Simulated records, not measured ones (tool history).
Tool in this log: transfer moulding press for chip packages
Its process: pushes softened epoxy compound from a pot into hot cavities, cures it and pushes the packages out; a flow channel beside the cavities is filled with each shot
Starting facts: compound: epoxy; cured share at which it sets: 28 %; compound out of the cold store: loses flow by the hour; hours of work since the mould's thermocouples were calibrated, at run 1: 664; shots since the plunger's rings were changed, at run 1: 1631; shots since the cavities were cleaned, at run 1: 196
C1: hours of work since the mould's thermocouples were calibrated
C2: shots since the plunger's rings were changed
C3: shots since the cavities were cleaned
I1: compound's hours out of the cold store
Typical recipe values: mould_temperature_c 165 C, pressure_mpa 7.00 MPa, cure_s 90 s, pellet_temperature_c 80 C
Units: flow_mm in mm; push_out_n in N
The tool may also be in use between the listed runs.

Run 1, day 0.000: usual settings; C1 664; C2 1631; C3 196; I1 16.4. Result: flow_mm 985 mm, push_out_n 854 N.
At day 2.712: cavities cleaned with cleaning compound and waxed.
Run 2, day 2.938: usual settings but mould_temperature_c 169 C; C1 712; C2 2481; C3 66; I1 9.3. Result: flow_mm 995 mm, push_out_n 1256 N.
Run 3, day 4.592: usual settings; C1 739; C2 2970; C3 555; I1 8.1. Result: flow_mm 1013 mm, push_out_n 1286 N.
At day 4.962: mould's thermocouples calibrated.
At day 6.271: cavities cleaned with cleaning compound and waxed.
Run 4, day 7.033: usual settings; C1 33; C2 3650; C3 226; I1 24.3. Result: flow_mm 905 mm, push_out_n 937 N.
Run 5, day 8.575: usual settings; C1 59; C2 4106; C3 682; I1 44.3. Result: flow_mm 790 mm, push_out_n 1127 N.
At day 9.754: cavities cleaned with cleaning compound and waxed.
At day 11.158: cavities cleaned with cleaning compound and waxed, once more.
Run 6, day 11.417: usual settings; C1 103; C2 4909; C3 77; I1 8.4. Result: flow_mm 976 mm, push_out_n 805 N.
At day 12.846: plunger's sealing rings changed.
Run 7, day 13.808: usual settings but pressure_mpa 6.12 MPa; C1 141; C2 285; C3 754; I1 11.9. Result: flow_mm 970 mm, push_out_n 1258 N.
At day 14.608: cavities cleaned with cleaning compound and waxed.
Run 8, day 15.646: usual settings but cure_s 91 s; C1 170; C2 810; C3 307; I1 14.1. Result: flow_mm 1028 mm, push_out_n 1015 N.
At day 17.921: cavities cleaned with cleaning compound and waxed.
Run 9, day 18.054: usual settings but cure_s 91 s; C1 209; C2 1504; C3 40; I1 9.8. Result: flow_mm 1035 mm, push_out_n 690 N.
Run 10, day 20.012: usual settings but cure_s 91 s; C1 241; C2 2083; C3 619; I1 26.4. Result: flow_mm 916 mm, push_out_n 1132 N.
At day 21.308: cavities cleaned with cleaning compound and waxed.
Run 11, day 21.308: usual settings but cure_s 91 s; C1 262; C2 2448; C3 0; I1 24.6. Result: flow_mm 919 mm, push_out_n 587 N.
Run 12, day 23.800: usual settings but cure_s 91 s; C1 303; C2 3185; C3 737; I1 22.8. Result: flow_mm 917 mm, push_out_n 1124 N.
At day 24.725: cavities cleaned with cleaning compound and waxed.
Run 13, day 26.121: usual settings but cure_s 112 s; C1 340; C2 3853; C3 413; I1 23.5. Result: flow_mm 897 mm, push_out_n 826 N.
Run 14, day 27.533: usual settings but cure_s 112 s; C1 363; C2 4270; C3 830; I1 38.4. Result: flow_mm 816 mm, push_out_n 917 N.
At day 28.225: cavities cleaned with cleaning compound and waxed.
Run 15, day 29.592: usual settings but mould_temperature_c 167 C, pellet_temperature_c 72 C; C1 396; C2 4861; C3 404; I1 33.6. Result: flow_mm 829 mm, push_out_n 940 N.
At day 31.092: plunger's sealing rings changed.
At day 31.671: cavities cleaned with cleaning compound and waxed.
Run 16, day 32.012: usual settings but mould_temperature_c 172 C, pressure_mpa 5.81 MPa, cure_s 94 s, pellet_temperature_c 89 C; C1 433; C2 253; C3 101; I1 14.7. Result: flow_mm 912 mm, push_out_n 540 N.
Run 17, day 34.075: usual settings but mould_temperature_c 169 C, pressure_mpa 7.38 MPa, cure_s 94 s; C1 467; C2 863; C3 711; I1 36.3. Result: flow_mm 899 mm, push_out_n 923 N.
At day 34.992: cavities cleaned with cleaning compound and waxed.
Run 18, day 36.562: usual settings but mould_temperature_c 169 C, pressure_mpa 7.38 MPa, cure_s 94 s; C1 507; C2 1581; C3 464; I1 27.2. Result: flow_mm 940 mm, push_out_n 817 N.
At day 38.417: cavities cleaned with cleaning compound and waxed.
Run 19, day 39.546: usual settings but mould_temperature_c 169 C, pressure_mpa 7.38 MPa, cure_s 94 s; C1 556; C2 2445; C3 334; I1 23.4. Result: flow_mm 936 mm, push_out_n 764 N.

Predict the results of run 20:
At day 41.929: cavities cleaned with cleaning compound and waxed.
Run 20, day 42.304: usual settings but cure_s 118 s, pellet_temperature_c 78 C; C1 600; C2 3242; C3 110; I1 46.3. Result: flow_mm ?, push_out_n ?.

flow_mm: 795 mm
push_out_n: 567 N
With no hidden state in the tool, this same run would have given flow_mm 847 mm, push_out_n 427 N.

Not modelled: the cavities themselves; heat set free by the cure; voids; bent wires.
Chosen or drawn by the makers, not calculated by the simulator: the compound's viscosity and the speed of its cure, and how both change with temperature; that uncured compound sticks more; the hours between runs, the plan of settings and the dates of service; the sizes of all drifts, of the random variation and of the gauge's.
